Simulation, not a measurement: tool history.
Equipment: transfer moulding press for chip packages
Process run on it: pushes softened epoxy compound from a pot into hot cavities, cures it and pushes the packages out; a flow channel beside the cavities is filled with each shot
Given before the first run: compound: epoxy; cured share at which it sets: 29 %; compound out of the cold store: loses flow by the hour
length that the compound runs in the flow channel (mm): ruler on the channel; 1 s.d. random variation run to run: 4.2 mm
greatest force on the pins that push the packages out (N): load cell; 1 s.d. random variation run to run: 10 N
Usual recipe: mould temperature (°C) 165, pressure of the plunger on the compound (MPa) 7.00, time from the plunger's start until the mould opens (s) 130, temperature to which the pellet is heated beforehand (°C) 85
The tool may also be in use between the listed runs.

| run | hour | mould temperature (°C) | pressure of the plunger on the compound (MPa) | time from the plunger's start until the mould opens (s) | temperature to which the pellet is heated beforehand (°C) | incoming compound's hours out of the cold store | length that the compound runs in the flow channel (mm) | greatest force on the pins that push the packages out (N) |
|---|---|---|---|---|---|---|---|---|
| 1 | 0.0 | 165 | 7.00 | 130 | 85 | 37.3 | 610 | 732 |
|  | 26.7 | cavities cleaned with cleaning compound and waxed |
| 2 | 37.1 | 166 | 7.00 | 130 | 85 | 43.9 | 590 | 553 |
| 3 | 67.0 | 165 | 7.00 | 130 | 85 | 38.4 | 609 | 688 |
| 4 | 102.2 | 165 | 7.00 | 130 | 85 | 35.7 | 613 | 754 |
|  | 109.8 | cavities cleaned with cleaning compound and waxed |
| 5 | 158.7 | 162 | 7.00 | 130 | 85 | 25.4 | 654 | 722 |
|  | 193.2 | cavities cleaned with cleaning compound and waxed |
| 6 | 205.3 | 162 | 7.00 | 130 | 85 | 43.7 | 589 | 611 |
| 7 | 245.9 | 162 | 7.00 | 130 | 85 | 36.3 | 606 | 767 |
|  | 275.7 | cavities cleaned with cleaning compound and waxed |
| 8 | 305.9 | 162 | 7.00 | 130 | 85 | 23.9 | 648 | 688 |
|  | 359.5 | cavities cleaned with cleaning compound and waxed |
| 9 | 363.3 | 165 | 7.00 | 153 | 85 | 24.3 | 632 | 485 |
| 10 | 402.7 | 165 | 7.00 | 153 | 85 | 46.8 | 551 | 656 |
|  | 438.5 | plunger's sealing rings changed |
|  | 445.8 | cavities cleaned with cleaning compound and waxed |
| 11 | 456.8 | 165 | 7.00 | 153 | 85 | 23.5 | 673 | 534 |
| 12 | 505.9 | 165 | 7.00 | 153 | 85 | 41.0 | 604 | 720 |
|  | 528.9 | cavities cleaned with cleaning compound and waxed |
| 13 | 548.3 | 165 | 7.00 | 153 | 85 | 34.6 | 622 | 589 |
|  | 611.6 | cavities cleaned with cleaning compound and waxed |
| 14 | 611.6 | 165 | 7.00 | 153 | 85 | 19.6 | 675 | 454 |
| 15 | 645.5 | 165 | 7.89 | 163 | 82 | 37.9 | 642 | 620 |
|  | 694.1 | cavities cleaned with cleaning compound and waxed |
| 16 | 696.2 | 164 | 6.35 | 157 | 77 | 15.7 | 647 | 468 |
|  | 741.9 | mould's thermocouples calibrated |
| 17 | 758.9 | 164 | 6.35 | 157 | 77 | 22.5 | 628 | 718 |
|  | 778.8 | cavities cleaned with cleaning compound and waxed |
| 18 | 813.7 | 165 | 6.59 | 149 | 86 | 37.5 | 572 | 644 |
|  | 865.8 | cavities cleaned with cleaning compound and waxed |
| 19 | 879.2 | 165 | 6.59 | 149 | 86 | 15.3 | 651 | 554 |
| 20 | 908.3 | 168 | 6.59 | 149 | 95 | 8.9 | 664 | 653 |
|  | 952.4 | cavities cleaned with cleaning compound and waxed |
|  | 960.8 | plunger's sealing rings changed |
| 21 | 962.2 | 165 | 6.74 | 130 | 79 | 35.7 | 620 | 530 |
| 22 | 1021.4 | 161 | 7.45 | 114 | 87 | 28.7 | 675 | 994 |
|  | 1037.6 | cavities cleaned with cleaning compound and waxed |
| 23 | 1066.2 | 161 | 7.45 | 114 | 87 | 38.0 | 639 | 856 |
|  | 1121.3 | cavities cleaned with cleaning compound and waxed |
| 24 | 1122.1 | 161 | 7.45 | 114 | 92 | 34.6 | 647 | 646 |
| 25 | 1168.5 | 164 | 7.64 | 130 | 85 | 16.1 | 721 | 719 |
|  | 1205.1 | cavities cleaned with cleaning compound and waxed |
| 26 | 1223.5 | 167 | 6.12 | 145 | 76 | 32.0 | 574 | 579 |

Each row is a separate what-if for the run after 26, all from the same tool condition, not one after another. Results?
| A | 1268.9 | 165 | 7.41 | 131 | 84 | 43.6 | ? | ? |
| B | 1268.9 | 160 | 6.21 | 145 | 87 | 17.2 | ? | ? |
| C | 1268.9 | 165 | 5.41 | 130 | 81 | 13.1 | ? | ? |
| D | 1268.9 | 167 | 6.87 | 155 | 85 | 9.1 | ? | ? |

| run | length that the compound runs in the flow channel (mm) | greatest force on the pins that push the packages out (N) |
|---|---|---|
| A | 600 | 754 |
| B | 652 | 781 |
| C | 605 | 726 |
| D | 688 | 691 |
Without the tool's hidden state the same runs would have given:
| run | length that the compound runs in the flow channel (mm) | greatest force on the pins that push the packages out (N) |
|---|---|---|
| A | 628 | 476 |
| B | 683 | 490 |
| C | 634 | 458 |
| D | 721 | 440 |

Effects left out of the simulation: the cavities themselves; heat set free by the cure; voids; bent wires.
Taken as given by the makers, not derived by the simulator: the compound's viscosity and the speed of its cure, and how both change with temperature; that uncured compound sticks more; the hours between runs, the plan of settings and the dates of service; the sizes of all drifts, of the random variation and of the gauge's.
